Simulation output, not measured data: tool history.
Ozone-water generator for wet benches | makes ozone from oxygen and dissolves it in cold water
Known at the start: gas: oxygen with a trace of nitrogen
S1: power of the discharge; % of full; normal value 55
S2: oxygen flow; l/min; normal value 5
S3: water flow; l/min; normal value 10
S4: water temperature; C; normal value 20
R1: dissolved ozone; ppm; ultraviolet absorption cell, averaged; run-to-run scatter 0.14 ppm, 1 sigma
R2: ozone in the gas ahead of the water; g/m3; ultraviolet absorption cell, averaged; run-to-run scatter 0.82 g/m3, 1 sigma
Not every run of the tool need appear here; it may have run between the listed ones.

Run 1, day 0: usual settings. Result: R1 14.1 ppm, R2 122 g/m3.
Run 2, day 3.783: usual settings. Result: R1 14 ppm, R2 120 g/m3.
Run 3, day 9.383: usual settings. Result: R1 13.9 ppm, R2 121.9 g/m3.
Run 4, day 15.179: usual settings. Result: R1 13.5 ppm, R2 121.1 g/m3.
Run 5, day 23.346: usual settings. Result: R1 13.4 ppm, R2 118.9 g/m3.
Run 6, day 31.742: usual settings. Result: R1 13.4 ppm, R2 119.9 g/m3.
Run 7, day 35.221: usual settings. Result: R1 13.2 ppm, R2 120 g/m3.
Run 8, day 43.604: usual settings. Result: R1 13 ppm, R2 118.2 g/m3.
Run 9, day 48: usual settings. Result: R1 13 ppm, R2 118.2 g/m3.
Run 10, day 54.833: usual settings but S1 47 % of full. Result: R1 11.4 ppm, R2 102.8 g/m3.
Run 11, day 62.792: usual settings but S1 47 % of full. Result: R1 11.3 ppm, R2 104.3 g/m3.
Run 12, day 71.392: usual settings but S1 47 % of full. Result: R1 11.1 ppm, R2 102.9 g/m3.
Run 13, day 79.433: usual settings but S1 47 % of full. Result: R1 11.1 ppm, R2 103.7 g/m3.
Run 14, day 86.179: usual settings but S1 47 % of full. Result: R1 10.9 ppm, R2 101.1 g/m3.
Run 15, day 93.104: usual settings. Result: R1 12.2 ppm, R2 114.6 g/m3.
At day 94.346: water thermometer calibrated.
Run 16, day 98.838: usual settings. Result: R1 12.3 ppm, R2 114.7 g/m3.
Run 17, day 104.217: usual settings but S2 2.99 l/min. Result: R1 11.6 ppm, R2 138 g/m3.
Run 18, day 109.6: usual settings but S2 4.16 l/min, S3 8 l/min. Result: R1 13.9 ppm, R2 120.9 g/m3.
At day 112.788: electrodes of the discharge changed.
Run 19, day 113.925: usual settings but S2 4.16 l/min, S3 14 l/min. Result: R1 10.6 ppm, R2 137.6 g/m3.
Run 20, day 118.938: usual settings but S2 4.16 l/min, S3 14 l/min. Result: R1 10.6 ppm, R2 138.5 g/m3.
Run 21, day 126.867: usual settings but S1 81 % of full, S2 2.96 l/min, S3 12 l/min, S4 27 C. Result: R1 14.2 ppm, R2 218.6 g/m3.
At day 127.388: contactor cleaned.
Run 22, day 135.079: usual settings but S1 81 % of full, S2 2.96 l/min, S3 12 l/min, S4 27 C. Result: R1 15.6 ppm, R2 215.6 g/m3.
Run 23, day 141.592: usual settings but S1 94 % of full, S2 3.92 l/min, S3 8 l/min, S4 16 C. Result: R1 29.1 ppm, R2 220.6 g/m3.
Run 24, day 146.925: usual settings but S3 7 l/min, S4 14 C. Result: R1 20.5 ppm, R2 128.3 g/m3.
Run 25, day 152.833: usual settings but S2 3.22 l/min, S3 11 l/min, S4 14 C. Result: R1 14.3 ppm, R2 147.9 g/m3.
Run 26, day 157.579: usual settings but S3 12 l/min, S4 21 C. Result: R1 12.6 ppm, R2 126.5 g/m3.
Run 27, day 162.075: usual settings but S1 88 % of full, S2 4.79 l/min, S3 15 l/min. Result: R1 16.1 ppm, R2 192.8 g/m3.
Run 28, day 166.562: usual settings but S1 88 % of full, S2 6.6 l/min, S3 9 l/min, S4 19 C. Result: R1 22.8 ppm, R2 167.9 g/m3.
Run 29, day 172.275: usual settings but S1 73 % of full, S2 3.97 l/min, S3 9 l/min, S4 19 C. Result: R1 19.4 ppm, R2 173.5 g/m3.
Run 30, day 178.975: usual settings but S2 5.1 l/min, S3 7 l/min. Result: R1 17.1 ppm, R2 124.3 g/m3.
Run 31, day 185.929: usual settings but S2 3.5 l/min, S3 6 l/min. Result: R1 18.9 ppm, R2 141.2 g/m3.
Run 32, day 190.833: usual settings but S1 53 % of full, S2 5.51 l/min, S4 12 C. Result: R1 15.6 ppm, R2 117.7 g/m3.
Run 33, day 195.208: usual settings but S1 53 % of full, S2 5.51 l/min, S3 11 l/min, S4 19 C. Result: R1 12.8 ppm, R2 117 g/m3.

Predict each of these 4 candidate next runs independently; none follows another, all start after run 33:
Run A, day 201.412: usual settings but S1 43 % of full, S2 5.51 l/min, S3 11 l/min, S4 13 C. Result: R1 ?, R2 ?.
Run B, day 201.412: usual settings but S1 53 % of full, S2 6.54 l/min, S3 11 l/min, S4 19 C. Result: R1 ?, R2 ?.
Run C, day 201.412: usual settings but S1 53 % of full, S2 8.28 l/min, S3 7 l/min, S4 23 C. Result: R1 ?, R2 ?.
Run D, day 201.412: usual settings but S1 77 % of full, S2 5.51 l/min, S3 11 l/min, S4 25 C. Result: R1 ?, R2 ?.

run    R1     R2
  A  11.8   97.7
  B  12.6  109.2
  C  14.2  100.5
  D  15.3  159.2
Had the tool no hidden state, the same runs would have come out as:
run    R1     R2
  A  13.1  100.9
  B  14.1  113.9
  C  15.8  104.8
  D  17.4  168.9
